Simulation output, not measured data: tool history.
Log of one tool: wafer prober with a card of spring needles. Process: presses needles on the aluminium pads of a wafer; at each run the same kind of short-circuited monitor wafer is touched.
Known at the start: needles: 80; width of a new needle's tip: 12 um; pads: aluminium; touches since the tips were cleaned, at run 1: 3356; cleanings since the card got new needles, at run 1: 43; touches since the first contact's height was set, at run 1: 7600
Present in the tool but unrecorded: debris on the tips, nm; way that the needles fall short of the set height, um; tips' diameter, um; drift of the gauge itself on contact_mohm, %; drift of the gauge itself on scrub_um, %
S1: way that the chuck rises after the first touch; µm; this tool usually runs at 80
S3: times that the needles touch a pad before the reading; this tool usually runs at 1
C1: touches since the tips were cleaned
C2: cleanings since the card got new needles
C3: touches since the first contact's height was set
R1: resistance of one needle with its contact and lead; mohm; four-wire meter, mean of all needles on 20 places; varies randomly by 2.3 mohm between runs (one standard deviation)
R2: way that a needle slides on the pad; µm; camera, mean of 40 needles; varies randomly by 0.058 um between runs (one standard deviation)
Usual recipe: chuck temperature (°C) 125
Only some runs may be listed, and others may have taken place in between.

Run 1, hour 0.0: usual settings; C1 3356; C2 43; C3 7600. Result: R1 265 mohm, R2 12.59 µm.
At hour 2.8: tips cleaned on abrasive film.
At hour 17.6: tips cleaned on abrasive film.
Run 2, hour 17.6: usual settings but S1 65 µm; C1 0; C2 45; C3 11733. Result: R1 264 mohm, R2 10.26 µm.
At hour 33.1: tips cleaned on abrasive film.
Run 3, hour 45.5: usual settings but S1 65 µm, chuck temperature (°C) 67; C1 2949; C2 46; C3 18346. Result: R1 250 mohm, R2 10.23 µm.
At hour 48.3: tips cleaned on abrasive film.
At hour 64.0: tips cleaned on abrasive film.
Run 4, hour 64.1: usual settings but S1 65 µm, chuck temperature (°C) 67; C1 22; C2 48; C3 22720. Result: R1 249 mohm, R2 10.22 µm.
At hour 80.1: tips cleaned on abrasive film.
Run 5, hour 80.6: usual settings; C1 108; C2 49; C3 26625. Result: R1 263 mohm, R2 12.48 µm.
At hour 95.6: tips cleaned on abrasive film.
Run 6, hour 105.8: usual settings but S3 2; C1 2406; C2 50; C3 32592. Result: R1 265 mohm, R2 12.51 µm.
At hour 112.1: tips cleaned on abrasive film.
At hour 126.9: tips cleaned on abrasive film.
Run 7, hour 133.3: usual settings but S3 2; C1 1532; C2 52; C3 39100. Result: R1 268 mohm, R2 12.53 µm.
At hour 142.9: tips cleaned on abrasive film.
Run 8, hour 149.6: usual settings but S1 70 µm; C1 1604; C2 53; C3 42950. Result: R1 266 mohm, R2 11.00 µm.
At hour 159.2: tips cleaned on abrasive film.
At hour 174.0: tips cleaned on abrasive film.
Run 9, hour 174.0: usual settings but S1 70 µm; C1 0; C2 55; C3 48695. Result: R1 267 mohm, R2 10.88 µm.
At hour 189.4: tips cleaned on abrasive film.
Run 10, hour 198.5: usual settings but S1 93 µm; C1 2160; C2 56; C3 54510. Result: R1 267 mohm, R2 14.69 µm.
At hour 205.6: tips cleaned on abrasive film.
At hour 221.3: tips cleaned on abrasive film.
Run 11, hour 223.7: usual settings but S1 93 µm; C1 583; C2 58; C3 60461. Result: R1 262 mohm, R2 14.57 µm.
At hour 237.1: tips cleaned on abrasive film.
Run 12, hour 241.6: usual settings but S1 93 µm; C1 1069; C2 59; C3 64690. Result: R1 262 mohm, R2 14.45 µm.
At hour 251.9: tips cleaned on abrasive film.
Run 13, hour 259.2: usual settings but S1 93 µm; C1 1729; C2 60; C3 68851. Result: R1 262 mohm, R2 14.60 µm.
At hour 267.5: tips cleaned on abrasive film.
At hour 282.2: tips cleaned on abrasive film.
Run 14, hour 283.2: usual settings but S1 93 µm; C1 237; C2 62; C3 74517. Result: R1 262 mohm, R2 14.67 µm.
At hour 297.2: tips cleaned on abrasive film.
At hour 312.3: tips cleaned on abrasive film.
Run 15, hour 312.3: usual settings but chuck temperature (°C) 50; C1 0; C2 64; C3 81385. Result: R1 246 mohm, R2 12.58 µm.
At hour 327.5: tips cleaned on abrasive film.
Run 16, hour 339.2: usual settings but chuck temperature (°C) 50; C1 2772; C2 65; C3 87765. Result: R1 245 mohm, R2 12.42 µm.
At hour 344.1: tips cleaned on abrasive film.
At hour 360.6: tips cleaned on abrasive film.
Run 17, hour 369.6: usual settings but S1 91 µm, S3 2; C1 2127; C2 67; C3 94943. Result: R1 264 mohm, R2 14.29 µm.
At hour 377.1: tips cleaned on abrasive film.
Run 18, hour 385.9: usual settings but chuck temperature (°C) 96, S3 3; C1 2084; C2 68; C3 98803. Result: R1 257 mohm, R2 12.45 µm.
At hour 392.0: tips cleaned on abrasive film.
At hour 408.7: tips cleaned on abrasive film.
Run 19, hour 409.4: usual settings but chuck temperature (°C) 96, S3 3; C1 165; C2 70; C3 104345. Result: R1 252 mohm, R2 12.64 µm.
At hour 424.5: tips cleaned on abrasive film.
Run 20, hour 424.5: usual settings but S1 75 µm, chuck temperature (°C) 123, S3 3; C1 0; C2 71; C3 107922. Result: R1 263 mohm, R2 11.73 µm.
At hour 440.9: tips cleaned on abrasive film.
Run 21, hour 451.5: usual settings but S1 75 µm, chuck temperature (°C) 123, S3 3; C1 2542; C2 72; C3 114327. Result: R1 261 mohm, R2 11.74 µm.
At hour 455.9: tips cleaned on abrasive film.
At hour 472.0: tips cleaned on abrasive film.
Run 22, hour 475.1: usual settings but S1 75 µm, chuck temperature (°C) 123, S3 3; C1 740; C2 74; C3 119873. Result: R1 266 mohm, R2 11.65 µm.

What does the tool deliver on the next run?
At hour 487.1: tips cleaned on abrasive film.
Run 23, hour 487.7: usual settings but S1 75 µm, chuck temperature (°C) 123, S3 3; C1 138; C2 75; C3 122849. Result: R1 ?, R2 ?.

R1: 263 mohm
R2: 11.72 µm
Minus the tool's unlogged condition, the same run would have read R1 263 mohm, R2 11.73 µm.
